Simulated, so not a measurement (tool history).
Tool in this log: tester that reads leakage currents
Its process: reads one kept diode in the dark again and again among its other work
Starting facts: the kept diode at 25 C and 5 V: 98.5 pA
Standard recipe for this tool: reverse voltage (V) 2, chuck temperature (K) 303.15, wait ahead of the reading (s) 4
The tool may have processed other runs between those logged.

run,day,reverse voltage (V),chuck temperature (K),wait ahead of the reading (s),current that the tester gives (pA)
1,0,2,303.15,4,107.57
2,2.662,2,303.15,0.57,107.8
3,7.292,2,303.15,4,108.11
4,10.792,2,303.15,4,108.63
5,15.504,2,303.15,4,108.75
6,21.658,2,303.15,4,109.82
7,25.229,2,303.15,4,109.75
8,31.467,2,303.15,4,111.01
9,36.746,2,303.15,1.87,111.02
# day 38.346: chuck's temperature calibrated
10,39.462,2,303.15,1.87,98.83
11,44.342,2,303.15,1.87,99.79
12,49.533,9.45,303.15,1.87,244.05
13,55.679,9.45,303.15,1.87,246.63
14,59.15,2,309.15,4,170.27
15,63.354,17.15,303.15,4,351.89
16,69.229,17.15,303.15,4,354.34
17,72.896,2,303.15,2.66,102.26
# day 73.317: probe card cleaned and baked
18,77.804,2,303.15,2.66,104.52
19,84.154,2.68,331.15,4.28,1246.08
20,89.392,17.83,305.15,2.08,457.35
# day 90.246: probe card cleaned and baked, once more
21,95.583,17.83,305.15,2.08,405.33
22,101.358,4.53,325.15,6.07,1048.93
23,106.45,3.07,314.15,1.63,339.91
24,112.329,1.32,303.15,9.85,80.69
25,116.975,2.33,301.15,7.46,92.33
26,121.008,17.04,307.15,2.18,487.01
27,125.912,18.74,307.15,3.44,515.63
28,128.671,18.57,294.15,4,157.51
29,133.492,14.06,303.15,0.36,315.88
30,136.979,14.06,303.15,0.36,317.84
31,139.629,12.03,307.15,3.72,406.92
32,143.021,12.03,307.15,3.72,409.75
33,147.333,2,326.15,8.05,745.66
34,150.738,2,326.15,8.05,744.9
35,153.867,2,305.15,0.57,126.94

Alternative continuations, all from the tool just after run 35; predict every row:
A,156.496,2,303.15,0.97,?
B,156.496,10.77,303.15,0.33,?
C,156.496,3.95,303.15,5.82,?

run,current that the tester gives (pA)
A,106.29
B,281.07
C,155.29
Take away the tool's hidden state, keep each run's random variation, and the runs would have read:
run,current that the tester gives (pA)
A,95.19
B,248.71
C,138.44

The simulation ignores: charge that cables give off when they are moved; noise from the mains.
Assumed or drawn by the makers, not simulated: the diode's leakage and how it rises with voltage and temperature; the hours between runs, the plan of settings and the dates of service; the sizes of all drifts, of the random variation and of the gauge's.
